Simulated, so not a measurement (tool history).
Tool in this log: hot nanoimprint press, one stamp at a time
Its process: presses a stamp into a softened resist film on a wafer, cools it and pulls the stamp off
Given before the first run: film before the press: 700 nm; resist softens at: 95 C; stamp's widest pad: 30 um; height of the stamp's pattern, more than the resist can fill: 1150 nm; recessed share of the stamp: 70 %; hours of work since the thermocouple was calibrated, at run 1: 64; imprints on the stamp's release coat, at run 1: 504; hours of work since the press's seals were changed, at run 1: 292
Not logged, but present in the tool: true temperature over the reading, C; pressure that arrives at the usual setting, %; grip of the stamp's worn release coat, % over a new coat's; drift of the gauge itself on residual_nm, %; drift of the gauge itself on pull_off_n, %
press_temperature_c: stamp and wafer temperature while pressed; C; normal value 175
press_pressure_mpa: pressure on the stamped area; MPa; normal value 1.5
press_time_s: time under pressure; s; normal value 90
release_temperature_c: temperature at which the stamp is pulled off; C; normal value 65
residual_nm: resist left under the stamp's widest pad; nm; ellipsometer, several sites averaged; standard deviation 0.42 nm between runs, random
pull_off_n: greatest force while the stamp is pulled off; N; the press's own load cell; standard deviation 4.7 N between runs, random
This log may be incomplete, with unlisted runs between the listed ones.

| run | day | press_temperature_c | press_pressure_mpa | press_time_s | release_temperature_c | hours of work since the thermocouple was calibrated | imprints on the stamp's release coat | hours of work since the press's seals were changed | residual_nm | pull_off_n |
|---|---|---|---|---|---|---|---|---|---|---|
| 1 | 0 | 175 | 1.5 | 90 | 65 | 64 | 504 | 292 | 266.9 | 237 |
| 2 | 1.242 | 175 | 1.5 | 90 | 65 | 81 | 640 | 309 | 267.1 | 229 |
| 3 | 2.858 | 175 | 1.5 | 90 | 65 | 104 | 817 | 332 | 266.6 | 232 |
| 4 | 4.338 | 187 | 1.5 | 90 | 65 | 125 | 979 | 352 | 181.4 | 232 |
| 5 | 5.288 | 175 | 1 | 90 | 65 | 138 | 1083 | 366 | 324.4 | 229 |
| 6 | 6.333 | 175 | 1 | 90 | 65 | 152 | 1198 | 380 | 324.8 | 233 |
| 7 | 7.229 | 175 | 1 | 90 | 65 | 165 | 1296 | 393 | 324.8 | 236 |
|  | 8.212 | stamp cleaned and given a new release coat |
| 8 | 8.817 | 175 | 1 | 90 | 65 | 183 | 66 | 411 | 323.8 | 225 |
| 9 | 9.662 | 175 | 1 | 90 | 65 | 195 | 159 | 423 | 324.1 | 235 |
| 10 | 10.362 | 175 | 1 | 90 | 65 | 205 | 235 | 433 | 323.7 | 227 |
| 11 | 11.583 | 175 | 2.18 | 90 | 65 | 222 | 369 | 450 | 220.5 | 231 |
| 12 | 12.379 | 175 | 1.5 | 90 | 65 | 233 | 456 | 461 | 267.2 | 228 |
| 13 | 13.179 | 175 | 1.5 | 90 | 65 | 244 | 543 | 472 | 267.5 | 229 |
| 14 | 14.367 | 174 | 1.5 | 90 | 65 | 261 | 673 | 489 | 276.1 | 229 |
| 15 | 15.854 | 174 | 1.5 | 56 | 65 | 281 | 836 | 509 | 328.9 | 223 |
|  | 16.088 | plate thermocouple calibrated |
| 16 | 16.725 | 174 | 1.5 | 56 | 54 | 9 | 918 | 520 | 329.1 | 285 |
| 17 | 18.246 | 175 | 1.5 | 57 | 64 | 30 | 1085 | 541 | 316.8 | 243 |
| 18 | 19.671 | 181 | 1.57 | 57 | 64 | 50 | 1240 | 561 | 256.6 | 238 |
|  | 21.192 | stamp cleaned and given a new release coat |
| 19 | 21.192 | 175 | 1.5 | 137 | 62 | 68 | 0 | 578 | 225.1 | 246 |
| 20 | 21.883 | 175 | 1.5 | 137 | 62 | 77 | 75 | 588 | 225.6 | 239 |
| 21 | 22.796 | 187 | 1.5 | 58 | 62 | 90 | 175 | 601 | 217.9 | 235 |
| 22 | 24.004 | 187 | 1.5 | 58 | 62 | 107 | 308 | 618 | 218 | 246 |
| 23 | 25.433 | 187 | 1.5 | 58 | 62 | 127 | 464 | 638 | 218.1 | 247 |
| 24 | 26.321 | 176 | 1.34 | 128 | 72 | 139 | 561 | 650 | 237.3 | 191 |
| 25 | 27.883 | 175 | 2.12 | 138 | 65 | 161 | 732 | 672 | 187.1 | 232 |
| 26 | 28.992 | 175 | 2.12 | 66 | 55 | 176 | 853 | 687 | 253.3 | 273 |
| 27 | 30.6 | 175 | 2.12 | 66 | 55 | 199 | 1030 | 710 | 253 | 274 |
| 28 | 31.854 | 175 | 2.12 | 66 | 55 | 216 | 1167 | 727 | 252.9 | 275 |
| 29 | 32.962 | 175 | 2.12 | 66 | 55 | 232 | 1288 | 742 | 253.3 | 285 |

Consider 4 possible next runs. They are alternatives, not a sequence: every one starts from the tool as it was left by run 29. What does each give?
|  | 34.05 | stamp cleaned and given a new release coat |
| A | 34.1 | 175 | 1.55 | 73 | 55 | 244 | 5 | 755 | ? | ? |
|  | 34.05 | stamp cleaned and given a new release coat |
| B | 34.1 | 168 | 1.33 | 66 | 68 | 244 | 5 | 755 | ? | ? |
|  | 34.05 | stamp cleaned and given a new release coat |
| C | 34.1 | 175 | 1.5 | 114 | 65 | 244 | 5 | 755 | ? | ? |
|  | 34.05 | stamp cleaned and given a new release coat |
| D | 34.1 | 175 | 1.5 | 50 | 65 | 244 | 5 | 755 | ? | ? |

| run | residual_nm | pull_off_n |
|---|---|---|
| A | 284.5 | 290 |
| B | 393.7 | 221 |
| C | 243.2 | 228 |
| D | 332.5 | 237 |
Without the tool's unlogged condition, the same runs would have read:
| run | residual_nm | pull_off_n |
|---|---|---|
| A | 284.4 | 290 |
| B | 393.7 | 221 |
| C | 243.2 | 228 |
| D | 332.5 | 237 |
